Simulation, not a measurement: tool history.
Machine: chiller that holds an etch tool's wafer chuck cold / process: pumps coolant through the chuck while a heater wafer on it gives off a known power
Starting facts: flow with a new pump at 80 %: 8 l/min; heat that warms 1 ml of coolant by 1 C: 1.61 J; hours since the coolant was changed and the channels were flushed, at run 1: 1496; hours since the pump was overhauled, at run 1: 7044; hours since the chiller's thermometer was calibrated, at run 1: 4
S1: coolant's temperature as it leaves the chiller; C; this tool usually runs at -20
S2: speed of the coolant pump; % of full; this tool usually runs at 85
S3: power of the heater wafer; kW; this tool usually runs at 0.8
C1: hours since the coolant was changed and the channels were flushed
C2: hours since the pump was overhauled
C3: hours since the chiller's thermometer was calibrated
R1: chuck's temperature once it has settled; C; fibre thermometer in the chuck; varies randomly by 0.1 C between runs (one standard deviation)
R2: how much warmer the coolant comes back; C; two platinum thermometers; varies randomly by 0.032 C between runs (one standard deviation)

| run | hour | S1 | S2 | S3 | C1 | C2 | C3 | R1 | R2 |
|---|---|---|---|---|---|---|---|---|---|
| 1 | 0 | -20 | 85 | 0.8 | 1496 | 7044 | 4 | -13.9 | 3.52 |
| 2 | 144.9 | -20 | 85 | 0.8 | 1640 | 7189 | 149 | -13.9 | 3.49 |
| 3 | 353.2 | -20 | 85 | 0.8 | 1849 | 7397 | 357 | -13.7 | 3.49 |
| 4 | 517.6 | -24 | 85 | 0.8 | 2013 | 7561 | 522 | -17.7 | 3.47 |
| 5 | 656.3 | -20 | 85 | 0.8 | 2152 | 7700 | 661 | -13.8 | 3.49 |
| 6 | 787.7 | -20 | 85 | 0.8 | 2283 | 7831 | 792 | -13.8 | 3.46 |
| 7 | 945.8 | -20 | 85 | 0.8 | 2441 | 7990 | 950 | -13.8 | 3.45 |
| 8 | 1152.8 | -20 | 96 | 0.8 | 2648 | 8197 | 1157 | -14.5 | 3.07 |
| 9 | 1263.2 | -20 | 65 | 0.8 | 2759 | 8307 | 1267 | -12.5 | 4.71 |
| 10 | 1468.3 | -20 | 65 | 0.8 | 2964 | 8512 | 1473 | -12.4 | 4.56 |
|  | 1559.5 | coolant pump overhauled |
| 11 | 1641.2 | -20 | 62 | 0.8 | 3132 | 82 | 1640 | -11.9 | 4.84 |
| 12 | 1828.7 | -20 | 62 | 0.661 | 3319 | 269 | 1828 | -13.3 | 4.01 |
| 13 | 1938.6 | -20 | 62 | 0.661 | 3429 | 379 | 1938 | -13.5 | 4.01 |
| 14 | 2119 | -29 | 85 | 0.8 | 3610 | 560 | 2118 | -22.9 | 3.43 |
| 15 | 2259.3 | -29 | 85 | 0.8 | 3750 | 700 | 2258 | -22.8 | 3.36 |
| 16 | 2478.5 | -29 | 85 | 0.8 | 3969 | 919 | 2478 | -23 | 3.41 |
| 17 | 2638.2 | -11 | 71 | 1.134 | 4129 | 1079 | 2637 | -1 | 5.93 |
| 18 | 2781.3 | -22 | 81 | 0.476 | 4272 | 1222 | 2781 | -18.1 | 2.05 |
| 19 | 2922 | -28 | 61 | 0.538 | 4413 | 1363 | 2921 | -22.3 | 3.27 |
| 20 | 3106 | -29 | 67 | 0.465 | 4597 | 1546 | 3105 | -24.5 | 2.53 |
|  | 3168.8 | coolant changed, channels flushed |
| 21 | 3216.6 | -11 | 74 | 0.787 | 48 | 1651 | 3210 | -4.3 | 3.89 |
| 22 | 3373 | -20 | 80 | 0.795 | 204 | 1807 | 3366 | -13.5 | 3.53 |
| 23 | 3548 | -20 | 73 | 0.8 | 379 | 1982 | 3541 | -13 | 4.02 |
| 24 | 3744.3 | -29 | 62 | 1.179 | 575 | 2179 | 3738 | -17.1 | 7.12 |
| 25 | 3884 | -29 | 62 | 1.179 | 715 | 2318 | 3877 | -17.3 | 7.14 |
| 26 | 4086.6 | -13 | 85 | 1.091 | 918 | 2521 | 4080 | -4.6 | 4.59 |

Alternative continuations, all from the tool just after run 26; predict every row:
| A | 4197.7 | -13 | 85 | 0.679 | 1029 | 2632 | 4191 | ? | ? |
| B | 4197.7 | -28 | 85 | 0.796 | 1029 | 2632 | 4191 | ? | ? |
| C | 4197.7 | -20 | 61 | 0.982 | 1029 | 2632 | 4191 | ? | ? |
| D | 4197.7 | -27 | 60 | 0.725 | 1029 | 2632 | 4191 | ? | ? |

| run | R1 | R2 |
|---|---|---|
| A | -7.9 | 2.77 |
| B | -21.8 | 3.3 |
| C | -10.1 | 5.99 |
| D | -19.6 | 4.43 |
Without the tool's unlogged condition, the same runs would have read:
| run | R1 | R2 |
|---|---|---|
| A | -7.9 | 2.95 |
| B | -21.8 | 3.47 |
| C | -10.1 | 6.16 |
| D | -19.6 | 4.61 |
